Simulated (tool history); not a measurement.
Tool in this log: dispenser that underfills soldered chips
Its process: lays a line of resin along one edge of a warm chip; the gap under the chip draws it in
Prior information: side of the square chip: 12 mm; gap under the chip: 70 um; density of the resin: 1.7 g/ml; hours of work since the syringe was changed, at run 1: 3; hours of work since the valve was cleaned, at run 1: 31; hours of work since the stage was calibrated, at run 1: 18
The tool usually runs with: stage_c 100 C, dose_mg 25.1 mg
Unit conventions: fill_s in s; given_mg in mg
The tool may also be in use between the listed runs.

run   hour  stage_c  dose_mg  hours of work since the syringe was changed  hours of work since the valve was cleaned  hours of work since the stage was calibrated  fill_s  given_mg
  1      0      100     25.1                                            3                                         31                                            18    81.5     24.74
  2    4.9      100     25.1                                            6                                         34                                            21    93.4     24.65
       9.2  -- new syringe of resin
  3   11.8      100     26.3                                            2                                         38                                            25    75.3     25.73
  4   15.7      100     26.3                                            4                                         41                                            28    84.1     25.56
      22.9  -- new syringe of resin
  5   22.9      100     25.1                                            0                                         45                                            32      73     24.31
  6   28.7      100     25.1                                            4                                         49                                            36    83.9      24.3
  7   32.2      113     25.1                                            6                                         51                                            38    65.5     24.17
      36.5  -- new syringe of resin
  8   40.1      113     25.1                                            2                                         56                                            43    54.9     24.21
  9   45.3      113     25.1                                            5                                         59                                            46    63.2     24.11
      50.4  -- new syringe of resin
 10   50.4      113     25.1                                            0                                         62                                            49    49.9     24.21
 11   56.4       90     25.1                                            4                                         66                                            53   112.6     24.11
      64.1  -- new syringe of resin
      65.1  -- dispensing valve cleaned and set on the balance
 12   65.6      104     25.1                                            0                                          0                                            58    65.9     25.12
 13   71.2      109     25.1                                            4                                          4                                            61    66.1      25.1
 14   77.9      101     25.1                                            8                                          8                                            65    98.5     24.81
      78.9  -- new syringe of resin
 15   85.1      100     25.1                                            4                                         12                                            70    85.3        25
 16   89.9       91     25.1                                            7                                         15                                            73   126.1     24.98
      92.5  -- new syringe of resin
 17   96.1       91     25.1                                            2                                         19                                            76   105.8     24.76
 18  104.2       91     25.1                                            7                                         24                                            82   124.1     24.65
     106.2  -- new syringe of resin
 19  110.1       99     21.4                                            2                                         28                                            85    86.1     20.81
 20  115.9      113     23.9                                            6                                         31                                            89    64.8     23.33
     120.3  -- new syringe of resin
 21    122      110       26                                            1                                         35                                            92    58.9     25.18
 22  129.5       98     27.9                                            6                                         40                                            97    98.2      27.2
     134.1  -- new syringe of resin
 23  134.9       91     22.8                                            0                                         43                                           100     102     22.15
 24  139.8      114     22.8                                            4                                         46                                           103    59.3     22.17
 25  143.8      100     25.1                                            6                                         48                                           106    95.3     24.06
     147.9  -- new syringe of resin
 26  150.4       90     32.3                                            2                                         52                                           110   102.6     31.11
 27  157.1      101     27.5                                            6                                         57                                           114    88.4     26.29
     161.7  -- new syringe of resin
 28  163.7      110     31.6                                            1                                         60                                           118    56.4     30.24
 29  167.6      102     31.3                                            4                                         63                                           120    79.4      29.9
 30  171.3      108     25.9                                            6                                         65                                           123    74.3     24.69
     175.4  -- new syringe of resin
 31  179.1      108     25.9                                            2                                         70                                           127      65     24.43
     181.1  -- dispensing valve cleaned and set on the balance
 32  183.5       93     30.3                                            4                                          2                                           130   107.1     30.23
 33  186.7       96       25                                            7                                          4                                           132   108.4     24.92
     190.5  -- new syringe of resin
 34  193.7      111     28.1                                            2                                          8                                           136    57.7     28.04
 35  199.5      100     32.2                                            6                                         11                                           139    89.4     31.85

Alternative continuations, all from the tool just after run 35; predict every row:
  A  203.2       99     31.2                                            8                                         14                                           142       ?         ?
  B  203.2      100     21.8                                            8                                         14                                           142       ?         ?
  C  203.2      100     32.2                                            8                                         14                                           142       ?         ?

run  fill_s  given_mg
  A   100.7     31.26
  B   105.7     21.65
  C   100.7     31.88
Stripped of hidden state, with their random variation kept, the same runs would have yielded:
run  fill_s  given_mg
  A    71.5     31.56
  B    74.8     21.86
  C    71.6     32.19
